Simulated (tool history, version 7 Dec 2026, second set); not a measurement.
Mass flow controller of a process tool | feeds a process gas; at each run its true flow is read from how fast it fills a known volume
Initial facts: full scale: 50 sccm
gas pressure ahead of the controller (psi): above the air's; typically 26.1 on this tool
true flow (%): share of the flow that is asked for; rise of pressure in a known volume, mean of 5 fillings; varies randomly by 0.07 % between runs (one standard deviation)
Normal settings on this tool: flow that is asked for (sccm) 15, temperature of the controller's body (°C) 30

run	hour	flow that is asked for (sccm)	gas pressure ahead of the controller (psi)	temperature of the controller's body (°C)	true flow (%)
1	0.0	15	26.1	30	96.33
2	231.8	15	26.1	30	96.35
3	368.5	15	26.1	30	96.25
4	562.2	15	26.1	30	96.15
5	774.2	15	26.1	30	96.13
6	989.2	11	26.1	30	95.20
7	1212.5	18	26.1	30	96.38
8	1345.0	18	26.1	30	96.30
9	1587.0	15	26.1	30	95.72
10	1763.7	15	26.1	30	95.71
11	1942.3	15	26.1	30	95.62
12	2094.0	7	26.1	30	92.79
13	2352.7	7	26.1	30	92.61
14	2594.9	7	26.1	30	92.43
15	2747.2	7	26.1	30	92.28
16	2964.6	7	26.1	30	92.10

For run 17, what comes out?
17	3111.0	14	20.9	32	?

Run 17 yielded true flow (%) 94.99.
Were there no unlogged condition in the tool, this run, its random variation unchanged, would have produced true flow (%) 98.38.
